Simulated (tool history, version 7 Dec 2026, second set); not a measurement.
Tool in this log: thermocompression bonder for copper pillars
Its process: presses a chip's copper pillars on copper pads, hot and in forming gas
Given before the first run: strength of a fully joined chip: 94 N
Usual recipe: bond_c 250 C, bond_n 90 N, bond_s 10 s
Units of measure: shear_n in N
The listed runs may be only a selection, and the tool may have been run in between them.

Run 1, hour 0.0: usual settings. Result: shear_n 46.7 N.
Run 2, hour 48.5: usual settings. Result: shear_n 47.0 N.
Run 3, hour 105.5: usual settings but bond_s 7 s. Result: shear_n 40.5 N.
Run 4, hour 144.3: usual settings but bond_s 7 s. Result: shear_n 40.0 N.
Run 5, hour 202.1: usual settings but bond_s 7 s. Result: shear_n 41.1 N.
Run 6, hour 251.2: usual settings but bond_s 7 s. Result: shear_n 39.7 N.
Run 7, hour 288.3: usual settings but bond_n 97 N, bond_s 24 s. Result: shear_n 61.9 N.
Run 8, hour 344.7: usual settings but bond_n 97 N, bond_s 24 s. Result: shear_n 61.5 N.
Run 9, hour 387.7: usual settings but bond_n 97 N, bond_s 24 s. Result: shear_n 62.7 N.
Run 10, hour 463.2: usual settings but bond_c 243 C, bond_n 97 N, bond_s 24 s. Result: shear_n 55.7 N.

Predict each of these 5 candidate next runs independently; none follows another, all start after run 10:
Run A, hour 497.4: usual settings but bond_c 277 C, bond_n 61 N, bond_s 6 s. Result: shear_n ?.
Run B, hour 497.4: usual settings but bond_c 225 C, bond_n 59 N, bond_s 15 s. Result: shear_n ?.
Run C, hour 497.4: usual settings but bond_c 243 C, bond_n 97 N, bond_s 21 s. Result: shear_n ?.
Run D, hour 497.4: usual settings but bond_c 243 C, bond_n 79 N, bond_s 24 s. Result: shear_n ?.
Run E, hour 497.4: usual settings but bond_c 243 C, bond_n 117 N, bond_s 24 s. Result: shear_n ?.

run  shear_n
  A     36.4
  B     22.3
  C     56.2
  D     49.3
  E     66.9
What these runs would have given with no unlogged condition in the tool:
run  shear_n
  A     37.7
  B     22.6
  C     58.1
  D     50.8
  E     69.6

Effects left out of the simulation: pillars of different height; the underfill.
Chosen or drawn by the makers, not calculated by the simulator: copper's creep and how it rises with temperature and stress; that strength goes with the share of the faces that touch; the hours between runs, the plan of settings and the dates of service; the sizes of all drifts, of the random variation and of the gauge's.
